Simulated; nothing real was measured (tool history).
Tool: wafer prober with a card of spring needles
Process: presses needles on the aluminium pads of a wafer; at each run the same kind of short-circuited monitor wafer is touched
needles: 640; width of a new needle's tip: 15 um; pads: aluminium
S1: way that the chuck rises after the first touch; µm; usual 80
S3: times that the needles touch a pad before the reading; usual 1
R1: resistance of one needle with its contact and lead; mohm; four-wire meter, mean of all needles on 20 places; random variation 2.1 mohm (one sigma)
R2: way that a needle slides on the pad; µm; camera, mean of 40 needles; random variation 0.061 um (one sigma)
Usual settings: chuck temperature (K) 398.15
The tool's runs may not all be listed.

run 1 hour=0 | S1=80 chuck_temperature_(K)=398.15 S3=1 | R1=270 R2=17.45
-- hour=10.9 tips cleaned on abrasive film
-- hour=36 tips cleaned on abrasive film
-- hour=59.9 tips cleaned on abrasive film
run 2 hour=61.4 | S1=80 chuck_temperature_(K)=398.15 S3=1 | R1=243 R2=17.44
-- hour=87.8 tips cleaned on abrasive film
run 3 hour=96.4 | S1=80 chuck_temperature_(K)=398.15 S3=1 | R1=261 R2=17.42
-- hour=117.3 tips cleaned on abrasive film
-- hour=144.6 tips cleaned on abrasive film
run 4 hour=152 | S1=80 chuck_temperature_(K)=398.15 S3=1 | R1=258 R2=17.28
-- hour=173.2 tips cleaned on abrasive film
-- hour=199.3 tips cleaned on abrasive film
run 5 hour=199.3 | S1=80 chuck_temperature_(K)=398.15 S3=1 | R1=233 R2=17.28
-- hour=226.4 tips cleaned on abrasive film
-- hour=253.3 tips cleaned on abrasive film
run 6 hour=257.6 | S1=80 chuck_temperature_(K)=398.15 S3=1 | R1=249 R2=17.23
-- hour=280.2 tips cleaned on abrasive film
-- hour=305.5 tips cleaned on abrasive film
run 7 hour=321.4 | S1=80 chuck_temperature_(K)=398.15 S3=1 | R1=275 R2=17.3
-- hour=331.1 tips cleaned on abrasive film
-- hour=355.2 tips cleaned on abrasive film
run 8 hour=376.6 | S1=80 chuck_temperature_(K)=398.15 S3=1 | R1=273 R2=17.25
-- hour=382.6 tips cleaned on abrasive film
-- hour=410.9 tips cleaned on abrasive film
run 9 hour=433.8 | S1=80 chuck_temperature_(K)=398.15 S3=1 | R1=276 R2=17.25
-- hour=438.1 tips cleaned on abrasive film
-- hour=463.8 tips cleaned on abrasive film
run 10 hour=478.2 | S1=80 chuck_temperature_(K)=354.15 S3=1 | R1=264 R2=17.21
-- hour=488.8 tips cleaned on abrasive film
-- hour=514.4 tips cleaned on abrasive film
-- hour=539.8 tips cleaned on abrasive film
run 11 hour=539.9 | S1=80 chuck_temperature_(K)=354.15 S3=1 | R1=230 R2=17.12
-- hour=564.1 tips cleaned on abrasive film
-- hour=588 tips cleaned on abrasive film
run 12 hour=605.2 | S1=80 chuck_temperature_(K)=398.15 S3=1 | R1=281 R2=17.28
-- hour=616.5 tips cleaned on abrasive film
-- hour=642 tips cleaned on abrasive film
-- hour=669.9 tips cleaned on abrasive film
run 13 hour=689.2 | S1=80 chuck_temperature_(K)=398.15 S3=1 | R1=276 R2=17.04
-- hour=695.2 tips cleaned on abrasive film
-- hour=718.8 tips cleaned on abrasive film
run 14 hour=724.9 | S1=80 chuck_temperature_(K)=398.15 S3=1 | R1=256 R2=17.06
-- hour=747.4 tips cleaned on abrasive film
-- hour=761.3 height of the first contact set anew
-- hour=773.1 tips cleaned on abrasive film
run 15 hour=791.8 | S1=80 chuck_temperature_(K)=398.15 S3=1 | R1=274 R2=17.49
-- hour=797.7 tips cleaned on abrasive film
-- hour=825.1 tips cleaned on abrasive film
run 16 hour=841.5 | S1=80 chuck_temperature_(K)=398.15 S3=1 | R1=269 R2=17.46
-- hour=853.3 tips cleaned on abrasive film
-- hour=879.7 tips cleaned on abrasive film
run 17 hour=879.7 | S1=80 chuck_temperature_(K)=398.15 S3=1 | R1=238 R2=17.41
-- hour=909 tips cleaned on abrasive film
-- hour=936.8 tips cleaned on abrasive film
run 18 hour=956.5 | S1=66 chuck_temperature_(K)=398.15 S3=1 | R1=296 R2=14.39
-- hour=961.5 tips cleaned on abrasive film
-- hour=989 tips cleaned on abrasive film
-- hour=1015.4 tips cleaned on abrasive film
run 19 hour=1024.4 | S1=87 chuck_temperature_(K)=320.15 S3=3 | R1=222 R2=19
-- hour=1041.3 tips cleaned on abrasive film
-- hour=1068.3 tips cleaned on abrasive film
-- hour=1093.9 tips cleaned on abrasive film
run 20 hour=1110.3 | S1=95 chuck_temperature_(K)=332.15 S3=1 | R1=250 R2=20.58
-- hour=1121.3 tips cleaned on abrasive film
-- hour=1145.4 tips cleaned on abrasive film
run 21 hour=1164.8 | S1=95 chuck_temperature_(K)=332.15 S3=1 | R1=257 R2=20.67
-- hour=1170.8 tips cleaned on abrasive film
-- hour=1196.5 tips cleaned on abrasive film
-- hour=1225.4 tips cleaned on abrasive film
run 22 hour=1230.3 | S1=82 chuck_temperature_(K)=378.15 S3=1 | R1=251 R2=17.68
-- hour=1254.9 tips cleaned on abrasive film
-- hour=1280.7 tips cleaned on abrasive film
-- hour=1305.4 tips cleaned on abrasive film
run 23 hour=1305.4 | S1=82 chuck_temperature_(K)=378.15 S3=2 | R1=231 R2=17.56
-- hour=1334.2 tips cleaned on abrasive film
run 24 hour=1346.5 | S1=80 chuck_temperature_(K)=323.15 S3=1 | R1=256 R2=17.13
-- hour=1361.8 tips cleaned on abrasive film
-- hour=1387.3 tips cleaned on abrasive film
run 25 hour=1393.1 | S1=80 chuck_temperature_(K)=303.15 S3=1 | R1=239 R2=17.03
-- hour=1412.8 tips cleaned on abrasive film
-- hour=1438.2 tips cleaned on abrasive film
-- hour=1462 tips cleaned on abrasive film
run 26 hour=1465.8 | S1=80 chuck_temperature_(K)=303.15 S3=1 | R1=233 R2=17.09
-- hour=1486.5 tips cleaned on abrasive film
-- hour=1511.3 tips cleaned on abrasive film
run 27 hour=1515.4 | S1=82 chuck_temperature_(K)=304.15 S3=1 | R1=233 R2=17.53
-- hour=1536.9 tips cleaned on abrasive film
-- hour=1562.3 tips cleaned on abrasive film
-- hour=1586 tips cleaned on abrasive film
run 28 hour=1600.2 | S1=92 chuck_temperature_(K)=306.15 S3=2 | R1=236 R2=19.65
-- hour=1610.6 tips cleaned on abrasive film
-- hour=1638.3 tips cleaned on abrasive film
-- hour=1650.4 height of the first contact set anew
-- hour=1665.3 tips cleaned on abrasive film
run 29 hour=1680.2 | S1=80 chuck_temperature_(K)=398.15 S3=2 | R1=257 R2=17.38
-- hour=1691.1 tips cleaned on abrasive film
-- hour=1718.7 tips cleaned on abrasive film
run 30 hour=1720.2 | S1=83 chuck_temperature_(K)=375.15 S3=1 | R1=239 R2=18.1

Forecast each of these 3 alternatives for the next run:
-- hour=1746 tips cleaned on abrasive film
-- hour=1769.6 tips cleaned on abrasive film
run A hour=1778.7 | S1=75 chuck_temperature_(K)=360.15 S3=3 | R1=? R2=?
-- hour=1746 tips cleaned on abrasive film
-- hour=1769.6 tips cleaned on abrasive film
run B hour=1778.7 | S1=84 chuck_temperature_(K)=339.15 S3=3 | R1=? R2=?
-- hour=1746 tips cleaned on abrasive film
-- hour=1769.6 tips cleaned on abrasive film
run C hour=1778.7 | S1=80 chuck_temperature_(K)=336.15 S3=1 | R1=? R2=?

run=A R1=240 R2=16.27
run=B R1=231 R2=18.2
run=C R1=257 R2=17.36
Without the tool's hidden state the same runs would have given:
run=A R1=224 R2=16.34
run=B R1=218 R2=18.27
run=C R1=218 R2=17.44

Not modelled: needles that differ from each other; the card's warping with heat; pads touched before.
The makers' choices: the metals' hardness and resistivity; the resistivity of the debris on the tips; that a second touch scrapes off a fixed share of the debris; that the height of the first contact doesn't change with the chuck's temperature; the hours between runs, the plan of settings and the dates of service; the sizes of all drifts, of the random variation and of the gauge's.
